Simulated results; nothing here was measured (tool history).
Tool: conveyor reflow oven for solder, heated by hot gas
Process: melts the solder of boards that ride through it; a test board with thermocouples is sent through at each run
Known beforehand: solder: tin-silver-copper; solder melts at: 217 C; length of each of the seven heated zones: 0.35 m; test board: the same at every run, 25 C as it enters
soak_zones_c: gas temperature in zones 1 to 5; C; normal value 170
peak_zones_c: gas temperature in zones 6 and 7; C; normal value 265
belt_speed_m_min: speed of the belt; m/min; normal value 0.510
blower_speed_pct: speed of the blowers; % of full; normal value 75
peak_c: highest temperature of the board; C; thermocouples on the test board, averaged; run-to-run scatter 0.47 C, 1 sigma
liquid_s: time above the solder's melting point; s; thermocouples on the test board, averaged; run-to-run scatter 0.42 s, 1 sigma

run    hour  soak_zones_c  peak_zones_c  belt_speed_m_min  blower_speed_pct  peak_c  liquid_s
  1     0.0           170           265             0.510                75   253.3      61.8
       79.9  -- belt drive overhauled, speed set with a stopwatch
  2    88.9           170           265             0.510                75   252.6      61.3
  3   131.0           170           265             0.510                75   252.2      61.9
  4   181.7           170           279             0.510                75   265.3      69.0
  5   262.8           168           265             0.510                75   252.0      61.1
  6   332.8           168           265             0.510                75   251.4      60.5
  7   385.8           168           265             0.510                75   251.7      60.6
  8   474.2           168           265             0.510                57   246.6      53.5
  9   523.1           170           265             0.510                75   252.5      61.5
      566.9  -- flux residue cleaned out of gas plates and filters
 10   582.7           170           265             0.510                75   252.3      60.8
 11   665.9           170           265             0.510                75   252.7      61.9
 12   704.6           170           265             0.510                75   252.9      61.8
 13   781.2           170           265             0.510                75   252.9      61.7
 14   825.9           170           268             0.510                53   247.8      55.2
 15   912.9           184           268             0.502                53   251.1      65.7
 16   998.0           184           268             0.502                53   250.2      65.5
 17  1040.6           183           270             0.595                63   252.1      54.1
 18  1085.8           158           265             0.438                79   255.4      72.1
     1135.4  -- flux residue cleaned out of gas plates and filters
 19  1156.0           182           265             0.510                81   255.4      69.4
 20  1201.5           182           265             0.510                81   255.3      68.6
 21  1247.8           167           268             0.509                75   255.1      61.9
 22  1298.3           167           268             0.509                75   255.3      62.5

Forecast each of these 4 alternatives for the next run:
  A  1340.4           170           265             0.595                79       ?         ?
  B  1340.4           170           265             0.569                60       ?         ?
  C  1340.4           166           268             0.569                60       ?         ?
  D  1340.4           170           280             0.426                69       ?         ?

run  peak_c  liquid_s
  A   249.3      49.4
  B   243.2      47.1
  C   246.0      46.0
  D   268.6      85.6
With no hidden state in the tool, these same runs would have given:
run  peak_c  liquid_s
  A   249.5      49.5
  B   243.4      47.3
  C   246.2      46.1
  D   268.8      85.6

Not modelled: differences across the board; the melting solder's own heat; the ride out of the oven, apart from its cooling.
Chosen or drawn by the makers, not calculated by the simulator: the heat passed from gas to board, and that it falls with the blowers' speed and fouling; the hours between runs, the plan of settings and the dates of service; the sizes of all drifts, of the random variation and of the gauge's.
